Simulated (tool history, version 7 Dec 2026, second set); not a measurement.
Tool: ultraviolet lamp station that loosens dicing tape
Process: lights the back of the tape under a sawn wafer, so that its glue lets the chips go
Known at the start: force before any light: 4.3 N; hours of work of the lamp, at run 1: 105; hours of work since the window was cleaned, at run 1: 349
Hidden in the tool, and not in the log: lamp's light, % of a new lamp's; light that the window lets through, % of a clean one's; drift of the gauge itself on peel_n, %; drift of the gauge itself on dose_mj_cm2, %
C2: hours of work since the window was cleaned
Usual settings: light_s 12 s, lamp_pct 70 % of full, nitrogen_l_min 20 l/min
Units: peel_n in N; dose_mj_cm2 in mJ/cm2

Run 1, day 0.000: usual settings; hours of work of the lamp 105; C2 349. Result: peel_n 0.123 N, dose_mj_cm2 211 mJ/cm2.
Run 2, day 0.462: usual settings; hours of work of the lamp 110; C2 354. Result: peel_n 0.128 N, dose_mj_cm2 217 mJ/cm2.
Run 3, day 0.867: usual settings; hours of work of the lamp 115; C2 359. Result: peel_n 0.129 N, dose_mj_cm2 211 mJ/cm2.
Run 4, day 1.321: usual settings; hours of work of the lamp 120; C2 364. Result: peel_n 0.122 N, dose_mj_cm2 213 mJ/cm2.
Run 5, day 1.712: usual settings but nitrogen_l_min 24 l/min; hours of work of the lamp 125; C2 369. Result: peel_n 0.121 N, dose_mj_cm2 215 mJ/cm2.
Run 6, day 2.083: usual settings but lamp_pct 62 % of full; hours of work of the lamp 129; C2 373. Result: peel_n 0.163 N, dose_mj_cm2 189 mJ/cm2.
Run 7, day 2.338: usual settings but nitrogen_l_min 12 l/min; hours of work of the lamp 132; C2 376. Result: peel_n 0.168 N, dose_mj_cm2 212 mJ/cm2.
Run 8, day 2.808: usual settings but lamp_pct 76 % of full; hours of work of the lamp 138; C2 382. Result: peel_n 0.104 N, dose_mj_cm2 231 mJ/cm2.
Run 9, day 3.138: usual settings but lamp_pct 76 % of full; hours of work of the lamp 142; C2 386. Result: peel_n 0.107 N, dose_mj_cm2 232 mJ/cm2.
Run 10, day 3.600: usual settings but lamp_pct 76 % of full; hours of work of the lamp 147; C2 391. Result: peel_n 0.110 N, dose_mj_cm2 232 mJ/cm2.
Run 11, day 3.858: usual settings; hours of work of the lamp 150; C2 394. Result: peel_n 0.131 N, dose_mj_cm2 213 mJ/cm2.
Run 12, day 4.238: usual settings; hours of work of the lamp 155; C2 399. Result: peel_n 0.120 N, dose_mj_cm2 212 mJ/cm2.
Run 13, day 4.542: usual settings but light_s 17 s; hours of work of the lamp 159; C2 402. Result: peel_n 0.070 N, dose_mj_cm2 300 mJ/cm2.
Run 14, day 4.996: usual settings but light_s 24 s; hours of work of the lamp 164; C2 408. Result: peel_n 0.070 N, dose_mj_cm2 431 mJ/cm2.
Run 15, day 5.400: usual settings but lamp_pct 85 % of full; hours of work of the lamp 169; C2 413. Result: peel_n 0.090 N, dose_mj_cm2 257 mJ/cm2.
Run 16, day 5.675: usual settings but lamp_pct 85 % of full; hours of work of the lamp 172; C2 416. Result: peel_n 0.087 N, dose_mj_cm2 263 mJ/cm2.
Run 17, day 6.142: usual settings but lamp_pct 85 % of full; hours of work of the lamp 177; C2 421. Result: peel_n 0.090 N, dose_mj_cm2 257 mJ/cm2.
Run 18, day 6.475: usual settings but lamp_pct 74 % of full; hours of work of the lamp 181; C2 425. Result: peel_n 0.118 N, dose_mj_cm2 223 mJ/cm2.
Run 19, day 6.758: usual settings but lamp_pct 74 % of full, nitrogen_l_min 7 l/min; hours of work of the lamp 185; C2 429. Result: peel_n 0.200 N, dose_mj_cm2 225 mJ/cm2.
Run 20, day 7.154: usual settings but lamp_pct 74 % of full, nitrogen_l_min 7 l/min; hours of work of the lamp 189; C2 433. Result: peel_n 0.194 N, dose_mj_cm2 226 mJ/cm2.
Run 21, day 7.571: usual settings but nitrogen_l_min 10 l/min; hours of work of the lamp 194; C2 438. Result: peel_n 0.188 N, dose_mj_cm2 217 mJ/cm2.
Run 22, day 8.004: usual settings but nitrogen_l_min 10 l/min; hours of work of the lamp 200; C2 443. Result: peel_n 0.180 N, dose_mj_cm2 214 mJ/cm2.
Run 23, day 8.529: usual settings but nitrogen_l_min 10 l/min; hours of work of the lamp 206; C2 450. Result: peel_n 0.176 N, dose_mj_cm2 213 mJ/cm2.
Run 24, day 8.983: usual settings but nitrogen_l_min 10 l/min; hours of work of the lamp 211; C2 455. Result: peel_n 0.187 N, dose_mj_cm2 214 mJ/cm2.
Run 25, day 9.425: usual settings but lamp_pct 89 % of full, nitrogen_l_min 10 l/min; hours of work of the lamp 216; C2 460. Result: peel_n 0.107 N, dose_mj_cm2 271 mJ/cm2.
Run 26, day 9.658: usual settings but light_s 9 s, lamp_pct 83 % of full, nitrogen_l_min 10 l/min; hours of work of the lamp 219; C2 463. Result: peel_n 0.238 N, dose_mj_cm2 191 mJ/cm2.
Run 27, day 9.983: usual settings but light_s 19 s, lamp_pct 73 % of full, nitrogen_l_min 12 l/min; hours of work of the lamp 223; C2 467. Result: peel_n 0.077 N, dose_mj_cm2 350 mJ/cm2.
Run 28, day 10.412: usual settings but light_s 21 s, lamp_pct 81 % of full, nitrogen_l_min 12 l/min; hours of work of the lamp 228; C2 472. Result: peel_n 0.070 N, dose_mj_cm2 431 mJ/cm2.
Run 29, day 10.679: usual settings but light_s 21 s, lamp_pct 81 % of full, nitrogen_l_min 12 l/min; hours of work of the lamp 231; C2 475. Result: peel_n 0.063 N, dose_mj_cm2 434 mJ/cm2.
Run 30, day 10.908: usual settings but light_s 21 s, lamp_pct 81 % of full, nitrogen_l_min 12 l/min; hours of work of the lamp 234; C2 478. Result: peel_n 0.065 N, dose_mj_cm2 434 mJ/cm2.
Run 31, day 11.229: usual settings but light_s 9 s, lamp_pct 83 % of full, nitrogen_l_min 12 l/min; hours of work of the lamp 238; C2 482. Result: peel_n 0.206 N, dose_mj_cm2 182 mJ/cm2.
Run 32, day 11.567: usual settings but nitrogen_l_min 8 l/min; hours of work of the lamp 242; C2 486. Result: peel_n 0.206 N, dose_mj_cm2 214 mJ/cm2.
Run 33, day 12.092: usual settings but nitrogen_l_min 8 l/min; hours of work of the lamp 248; C2 492. Result: peel_n 0.201 N, dose_mj_cm2 212 mJ/cm2.
Run 34, day 12.383: usual settings but light_s 19 s, lamp_pct 64 % of full, nitrogen_l_min 8 l/min; hours of work of the lamp 251; C2 495. Result: peel_n 0.100 N, dose_mj_cm2 310 mJ/cm2.
Run 35, day 12.783: usual settings but lamp_pct 91 % of full, nitrogen_l_min 12 l/min; hours of work of the lamp 256; C2 500. Result: peel_n 0.102 N, dose_mj_cm2 275 mJ/cm2.
At day 13.075: window cleaned of glue's vapour.
Run 36, day 13.312: usual settings but lamp_pct 91 % of full, nitrogen_l_min 12 l/min; hours of work of the lamp 262; C2 3. Result: peel_n 0.100 N, dose_mj_cm2 276 mJ/cm2.
Run 37, day 13.567: usual settings but lamp_pct 91 % of full, nitrogen_l_min 12 l/min; hours of work of the lamp 265; C2 6. Result: peel_n 0.099 N, dose_mj_cm2 277 mJ/cm2.
Run 38, day 13.883: usual settings but lamp_pct 74 % of full, nitrogen_l_min 13 l/min; hours of work of the lamp 269; C2 10. Result: peel_n 0.136 N, dose_mj_cm2 225 mJ/cm2.
Run 39, day 14.204: usual settings but light_s 19 s; hours of work of the lamp 273; C2 13. Result: peel_n 0.068 N, dose_mj_cm2 339 mJ/cm2.
Run 40, day 14.512: usual settings but light_s 19 s; hours of work of the lamp 276; C2 17. Result: peel_n 0.074 N, dose_mj_cm2 337 mJ/cm2.
Run 41, day 15.008: usual settings but light_s 21 s, nitrogen_l_min 31 l/min; hours of work of the lamp 282; C2 23. Result: peel_n 0.070 N, dose_mj_cm2 371 mJ/cm2.
Run 42, day 15.408: usual settings but light_s 21 s, nitrogen_l_min 31 l/min; hours of work of the lamp 287; C2 28. Result: peel_n 0.080 N, dose_mj_cm2 379 mJ/cm2.
Run 43, day 15.858: usual settings but light_s 21 s, nitrogen_l_min 31 l/min; hours of work of the lamp 292; C2 33. Result: peel_n 0.074 N, dose_mj_cm2 368 mJ/cm2.
Run 44, day 16.379: usual settings but light_s 18 s, lamp_pct 99 % of full, nitrogen_l_min 24 l/min; hours of work of the lamp 299; C2 39. Result: peel_n 0.068 N, dose_mj_cm2 454 mJ/cm2.

Forecast each of these 3 alternatives for the next run:
Run A, day 16.617: usual settings but lamp_pct 67 % of full, nitrogen_l_min 12 l/min; hours of work of the lamp 301; C2 42. Result: peel_n ?, dose_mj_cm2 ?.
Run B, day 16.617: usual settings but light_s 17 s, lamp_pct 90 % of full, nitrogen_l_min 26 l/min; hours of work of the lamp 301; C2 42. Result: peel_n ?, dose_mj_cm2 ?.
Run C, day 16.617: usual settings but light_s 16 s; hours of work of the lamp 301; C2 42. Result: peel_n ?, dose_mj_cm2 ?.

run  peel_n  dose_mj_cm2
  A   0.185          200
  B   0.060          389
  C   0.088          285
Without the tool's hidden state the same runs would have given:
run  peel_n  dose_mj_cm2
  A   0.184          200
  B   0.060          389
  C   0.088          286
